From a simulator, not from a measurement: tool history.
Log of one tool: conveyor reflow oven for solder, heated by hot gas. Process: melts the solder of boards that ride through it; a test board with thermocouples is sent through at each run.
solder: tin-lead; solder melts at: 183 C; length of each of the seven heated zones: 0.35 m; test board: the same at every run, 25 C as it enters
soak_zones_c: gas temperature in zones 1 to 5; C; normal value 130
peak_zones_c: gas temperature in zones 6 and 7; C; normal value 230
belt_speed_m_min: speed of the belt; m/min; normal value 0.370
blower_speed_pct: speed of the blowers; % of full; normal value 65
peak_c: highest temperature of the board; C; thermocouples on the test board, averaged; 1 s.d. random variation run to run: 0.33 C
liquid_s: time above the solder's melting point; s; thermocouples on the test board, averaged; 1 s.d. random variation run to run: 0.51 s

{"run": 1, "hour": 0.0, "soak_zones_c": 130, "peak_zones_c": 230, "belt_speed_m_min": 0.37, "blower_speed_pct": 65, "peak_c": 211.7, "liquid_s": 74.0}
{"run": 2, "hour": 46.6, "soak_zones_c": 130, "peak_zones_c": 230, "belt_speed_m_min": 0.37, "blower_speed_pct": 65, "peak_c": 211.2, "liquid_s": 72.9}
{"run": 3, "hour": 103.6, "soak_zones_c": 130, "peak_zones_c": 230, "belt_speed_m_min": 0.37, "blower_speed_pct": 65, "peak_c": 210.9, "liquid_s": 73.7}
{"run": 4, "hour": 137.8, "soak_zones_c": 130, "peak_zones_c": 230, "belt_speed_m_min": 0.37, "blower_speed_pct": 65, "peak_c": 210.7, "liquid_s": 73.1}
{"run": 5, "hour": 168.7, "soak_zones_c": 130, "peak_zones_c": 230, "belt_speed_m_min": 0.37, "blower_speed_pct": 65, "peak_c": 210.7, "liquid_s": 72.7}
{"run": 6, "hour": 203.9, "soak_zones_c": 130, "peak_zones_c": 230, "belt_speed_m_min": 0.37, "blower_speed_pct": 69, "peak_c": 210.8, "liquid_s": 73.5}
{"run": 7, "hour": 238.6, "soak_zones_c": 132, "peak_zones_c": 230, "belt_speed_m_min": 0.37, "blower_speed_pct": 65, "peak_c": 213.2, "liquid_s": 79.7}
{"run": 8, "hour": 297.1, "soak_zones_c": 132, "peak_zones_c": 230, "belt_speed_m_min": 0.37, "blower_speed_pct": 65, "peak_c": 213.2, "liquid_s": 78.0}
{"run": 9, "hour": 348.2, "soak_zones_c": 132, "peak_zones_c": 230, "belt_speed_m_min": 0.37, "blower_speed_pct": 65, "peak_c": 213.6, "liquid_s": 78.6}
{"run": 10, "hour": 403.3, "soak_zones_c": 138, "peak_zones_c": 221, "belt_speed_m_min": 0.37, "blower_speed_pct": 51, "peak_c": 203.3, "liquid_s": 63.5}
{"run": 11, "hour": 450.6, "soak_zones_c": 138, "peak_zones_c": 226, "belt_speed_m_min": 0.43, "blower_speed_pct": 51, "peak_c": 202.1, "liquid_s": 51.7}
{"run": 12, "hour": 495.6, "soak_zones_c": 130, "peak_zones_c": 242, "belt_speed_m_min": 0.37, "blower_speed_pct": 62, "peak_c": 222.3, "liquid_s": 88.8}
{"run": 13, "hour": 547.3, "soak_zones_c": 130, "peak_zones_c": 219, "belt_speed_m_min": 0.374, "blower_speed_pct": 65, "peak_c": 202.8, "liquid_s": 60.7}
{"run": 14, "hour": 595.1, "soak_zones_c": 145, "peak_zones_c": 230, "belt_speed_m_min": 0.37, "blower_speed_pct": 80, "peak_c": 217.6, "liquid_s": 91.4}
{"run": 15, "hour": 641.7, "soak_zones_c": 141, "peak_zones_c": 245, "belt_speed_m_min": 0.37, "blower_speed_pct": 65, "peak_c": 227.2, "liquid_s": 96.3}
{"run": 16, "hour": 690.4, "soak_zones_c": 130, "peak_zones_c": 231, "belt_speed_m_min": 0.37, "blower_speed_pct": 74, "peak_c": 214.0, "liquid_s": 78.7}
{"run": 17, "hour": 742.9, "soak_zones_c": 130, "peak_zones_c": 239, "belt_speed_m_min": 0.37, "blower_speed_pct": 52, "peak_c": 215.0, "liquid_s": 78.0}

Missing from the log above: 3 entries noted between runs. For each, name the pair of listed runs it sits between and say how the tool's hidden condition differs from the listed run just before to the listed run just after:
In the gap between runs 6 and 7: flux residue cleaned out of gas plates and filters (hour 221.0)
  heat that the gas passes to the board, % of a clean oven's: 87 -> 99.7; belt's true speed, % of the reading: 99.24 -> 99.22; true gas temperature in zones 6 and 7 over the reading, C: -0.87 -> -0.9
  the result without the hidden state subtracted from the measured one, peak_c: -3.7 -> -0.6 C; liquid_s: -5.3 -> -0.1 s
In the gap between runs 9 and 10: belt drive overhauled, speed set with a stopwatch (hour 356.0)
  heat that the gas passes to the board, % of a clean oven's: 97.9 -> 97.1; belt's true speed, % of the reading: 99.16 -> 98.92; true gas temperature in zones 6 and 7 over the reading, C: -0.98 -> -1.01
  the result without the hidden state subtracted from the measured one, peak_c: -1.1 -> -1.0 C; liquid_s: -0.6 -> -1.2 s
In the gap between runs 14 and 15: belt drive overhauled, speed set with a stopwatch, once more (hour 617.3)
  heat that the gas passes to the board, % of a clean oven's: 94.1 -> 93.5; belt's true speed, % of the reading: 98.8 -> 99.77; true gas temperature in zones 6 and 7 over the reading, C: -1.14 -> -1.17
  the result without the hidden state subtracted from the measured one, peak_c: -1.9 -> -2.5 C; liquid_s: -1.1 -> -2.0 s

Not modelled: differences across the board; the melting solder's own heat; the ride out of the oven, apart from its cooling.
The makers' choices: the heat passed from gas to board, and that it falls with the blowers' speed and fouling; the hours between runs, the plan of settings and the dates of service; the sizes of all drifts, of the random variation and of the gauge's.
